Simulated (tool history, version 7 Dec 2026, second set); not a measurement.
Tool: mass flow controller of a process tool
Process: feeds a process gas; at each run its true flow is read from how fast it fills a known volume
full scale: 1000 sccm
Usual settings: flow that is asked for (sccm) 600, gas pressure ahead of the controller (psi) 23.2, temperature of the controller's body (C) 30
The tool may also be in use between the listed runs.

run,hour,flow that is asked for (sccm),gas pressure ahead of the controller (psi),temperature of the controller's body (C),true flow (%)
1,0.0,600,23.2,30,99.26
2,101.1,600,23.2,30,99.15
3,217.9,600,23.2,30,99.38
4,331.0,600,23.2,30,99.48
5,404.6,600,23.2,30,99.56
6,464.6,364,23.2,30,99.20
7,567.3,364,23.2,30,99.24
8,663.2,118,23.2,30,99.09
9,758.1,118,23.2,30,99.20
10,878.3,600,23.2,30,99.78
11,981.2,600,23.2,30,99.96
12,1084.0,600,23.2,30,99.84
13,1180.3,600,23.2,30,100.01
14,1263.7,600,23.2,30,100.02
15,1316.7,600,20.6,30,100.17
16,1421.1,600,20.6,29,100.54
17,1521.1,600,20.6,29,100.45
18,1644.8,600,20.6,29,100.60
19,1711.0,339,23.5,21,100.84
20,1836.3,580,23.5,26,100.92
21,1935.6,268,23.5,23,100.85
22,2020.8,600,26.3,21,101.44
23,2140.0,212,23.2,23,100.89
24,2191.2,212,29.6,21,101.03
25,2250.5,240,27.6,26,100.71
# hour 2326.1: gauge calibrated
26,2350.6,240,27.6,26,99.04
27,2476.7,406,26.0,38,98.18
28,2589.1,236,37.1,38,97.90
29,2674.1,236,37.1,38,97.96
30,2734.4,332,37.1,39,98.15
31,2812.5,332,37.1,27,99.10
32,2897.9,332,37.1,27,99.37
33,2953.3,437,29.7,32,99.09
34,3053.3,437,29.7,32,99.24
35,3157.6,437,29.7,32,99.33
36,3227.0,437,27.1,24,100.24

5 ways to go on from here, each from the tool as it stands after run 36. What would each give?
A,3335.5,100,27.1,27,?
B,3335.5,106,27.1,36,?
C,3335.5,437,21.3,40,?
D,3335.5,111,24.5,27,?
E,3335.5,201,26.7,24,?

run,true flow (%)
A,99.56
B,98.57
C,98.77
D,99.63
E,99.95
Without the tool's hidden state the same runs would have given:
run,true flow (%)
A,98.80
B,97.81
C,98.02
D,98.86
E,99.19
